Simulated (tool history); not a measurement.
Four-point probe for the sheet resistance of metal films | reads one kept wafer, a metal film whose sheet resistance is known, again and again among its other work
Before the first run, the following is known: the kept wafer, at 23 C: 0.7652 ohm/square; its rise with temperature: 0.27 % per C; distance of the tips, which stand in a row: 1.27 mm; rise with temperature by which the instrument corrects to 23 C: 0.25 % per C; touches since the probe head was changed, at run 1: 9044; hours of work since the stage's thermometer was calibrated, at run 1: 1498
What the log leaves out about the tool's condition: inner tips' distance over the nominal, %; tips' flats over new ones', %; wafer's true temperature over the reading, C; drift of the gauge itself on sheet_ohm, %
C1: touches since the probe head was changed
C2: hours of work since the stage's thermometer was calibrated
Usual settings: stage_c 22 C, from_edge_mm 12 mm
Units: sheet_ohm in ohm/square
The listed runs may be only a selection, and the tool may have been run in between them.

Run 1, hour 0: usual settings; C1 9044; C2 1498. Result: sheet_ohm 0.768629 ohm/square.
Run 2, hour 17.8: usual settings; C1 9288; C2 1509. Result: sheet_ohm 0.768353 ohm/square.
Run 3, hour 32: usual settings; C1 9481; C2 1518. Result: sheet_ohm 0.768638 ohm/square.
Run 4, hour 43.6: usual settings; C1 9640; C2 1525. Result: sheet_ohm 0.768514 ohm/square.
Run 5, hour 51.9: usual settings; C1 9753; C2 1530. Result: sheet_ohm 0.768822 ohm/square.
Run 6, hour 62.7: usual settings; C1 9901; C2 1536. Result: sheet_ohm 0.768523 ohm/square.
Run 7, hour 78.8: usual settings; C1 10121; C2 1546. Result: sheet_ohm 0.768303 ohm/square.
Run 8, hour 86.9: usual settings; C1 10231; C2 1551. Result: sheet_ohm 0.768455 ohm/square.
Run 9, hour 104.1: usual settings; C1 10466; C2 1561. Result: sheet_ohm 0.768756 ohm/square.
Run 10, hour 118.2: usual settings but from_edge_mm 16 mm; C1 10659; C2 1570. Result: sheet_ohm 0.766724 ohm/square.
Run 11, hour 132.5: usual settings but from_edge_mm 16 mm; C1 10854; C2 1579. Result: sheet_ohm 0.766934 ohm/square.
Run 12, hour 145.9: usual settings but from_edge_mm 42 mm; C1 11038; C2 1587. Result: sheet_ohm 0.764451 ohm/square.
Run 13, hour 154.9: usual settings but from_edge_mm 42 mm; C1 11160; C2 1592. Result: sheet_ohm 0.764375 ohm/square.
Run 14, hour 164.4: usual settings; C1 11290; C2 1598. Result: sheet_ohm 0.768644 ohm/square.
Run 15, hour 176.7: usual settings; C1 11459; C2 1605. Result: sheet_ohm 0.76863 ohm/square.
Run 16, hour 187.6: usual settings; C1 11607; C2 1612. Result: sheet_ohm 0.768567 ohm/square.
Run 17, hour 196.9: usual settings; C1 11734; C2 1618. Result: sheet_ohm 0.768593 ohm/square.
Run 18, hour 212.3: usual settings; C1 11944; C2 1627. Result: sheet_ohm 0.768727 ohm/square.
Run 19, hour 223.6: usual settings; C1 12098; C2 1634. Result: sheet_ohm 0.768787 ohm/square.
Run 20, hour 239.4: usual settings; C1 12315; C2 1644. Result: sheet_ohm 0.768498 ohm/square.
Run 21, hour 248.9: usual settings; C1 12445; C2 1649. Result: sheet_ohm 0.768776 ohm/square.
Run 22, hour 259.2: usual settings; C1 12585; C2 1656. Result: sheet_ohm 0.76853 ohm/square.
Run 23, hour 273: usual settings; C1 12773; C2 1664. Result: sheet_ohm 0.768557 ohm/square.
Run 24, hour 288.3: usual settings but stage_c 29 C, from_edge_mm 62 mm; C1 12983; C2 1673. Result: sheet_ohm 0.764951 ohm/square.
Run 25, hour 298.9: usual settings but from_edge_mm 59 mm; C1 13127; C2 1680. Result: sheet_ohm 0.764092 ohm/square.
Run 26, hour 309.9: usual settings but from_edge_mm 59 mm; C1 13277; C2 1686. Result: sheet_ohm 0.764364 ohm/square.
Run 27, hour 318.6: usual settings but from_edge_mm 59 mm; C1 13396; C2 1692. Result: sheet_ohm 0.764106 ohm/square.
Run 28, hour 332.9: usual settings but stage_c 26 C, from_edge_mm 67 mm; C1 13592; C2 1700. Result: sheet_ohm 0.764361 ohm/square.
Run 29, hour 348.6: usual settings but from_edge_mm 5 mm; C1 13807; C2 1710. Result: sheet_ohm 0.789529 ohm/square.
Run 30, hour 356.2: usual settings but stage_c 19 C, from_edge_mm 66 mm; C1 13911; C2 1714. Result: sheet_ohm 0.763951 ohm/square.
Run 31, hour 368.8: usual settings but from_edge_mm 63 mm; C1 14082; C2 1722. Result: sheet_ohm 0.764307 ohm/square.
Run 32, hour 385.9: usual settings but from_edge_mm 63 mm; C1 14316; C2 1732. Result: sheet_ohm 0.764158 ohm/square.
Run 33, hour 399.2: usual settings but stage_c 23 C, from_edge_mm 20 mm; C1 14497; C2 1741. Result: sheet_ohm 0.765569 ohm/square.
Run 34, hour 410.5: usual settings but stage_c 35 C; C1 14652; C2 1747. Result: sheet_ohm 0.769937 ohm/square.
Run 35, hour 426.4: usual settings but stage_c 35 C; C1 14869; C2 1757. Result: sheet_ohm 0.770142 ohm/square.
Run 36, hour 439.6: usual settings but stage_c 19 C, from_edge_mm 4 mm; C1 15049; C2 1765. Result: sheet_ohm 0.802618 ohm/square.
Run 37, hour 454.4: usual settings but stage_c 20 C, from_edge_mm 8 mm; C1 15252; C2 1774. Result: sheet_ohm 0.774106 ohm/square.
Run 38, hour 462.6: usual settings but from_edge_mm 11 mm; C1 15364; C2 1779. Result: sheet_ohm 0.769488 ohm/square.
Run 39, hour 476.2: usual settings but stage_c 32 C, from_edge_mm 4 mm; C1 15549; C2 1787. Result: sheet_ohm 0.803903 ohm/square.
Run 40, hour 487.5: usual settings but stage_c 26 C, from_edge_mm 31 mm; C1 15703; C2 1794. Result: sheet_ohm 0.764736 ohm/square.
Run 41, hour 496.2: usual settings but stage_c 21 C, from_edge_mm 38 mm; C1 15823; C2 1799. Result: sheet_ohm 0.764339 ohm/square.
Run 42, hour 512: usual settings but from_edge_mm 10 mm; C1 16038; C2 1809. Result: sheet_ohm 0.770389 ohm/square.
Run 43, hour 525.2: usual settings but stage_c 29 C, from_edge_mm 8 mm; C1 16219; C2 1817. Result: sheet_ohm 0.774923 ohm/square.
Run 44, hour 540.2: usual settings but stage_c 21 C, from_edge_mm 10 mm; C1 16424; C2 1826. Result: sheet_ohm 0.770475 ohm/square.
Run 45, hour 551.3: usual settings but stage_c 26 C, from_edge_mm 48 mm; C1 16576; C2 1833. Result: sheet_ohm 0.764699 ohm/square.

Some steps in sheet_ohm between neighbouring runs. How much of each would the tool show without its hidden state too (settings, what came in, random variation), and how much is left for the hidden state, with any gauge scatter that isn't in both results?
Run 28 -> 29: stage_c 26 -> 22, from_edge_mm 67 -> 5. sheet_ohm +0.025168 ohm/square: hidden state -0.000044, all else +0.025212.
Run 35 -> 36: stage_c 35 -> 19, from_edge_mm 12 -> 4. sheet_ohm +0.032476 ohm/square: hidden state -0.00008, all else +0.032556.
Run 36 -> 37: stage_c 19 -> 20, from_edge_mm 4 -> 8. sheet_ohm -0.028512 ohm/square: hidden state +0.000042, all else -0.028554.
Run 38 -> 39: stage_c 22 -> 32, from_edge_mm 11 -> 4. sheet_ohm +0.034415 ohm/square: hidden state -0.000024, all else +0.034439.
Run 39 -> 40: stage_c 32 -> 26, from_edge_mm 4 -> 31. sheet_ohm -0.039167 ohm/square: hidden state +0.00004, all else -0.039207.
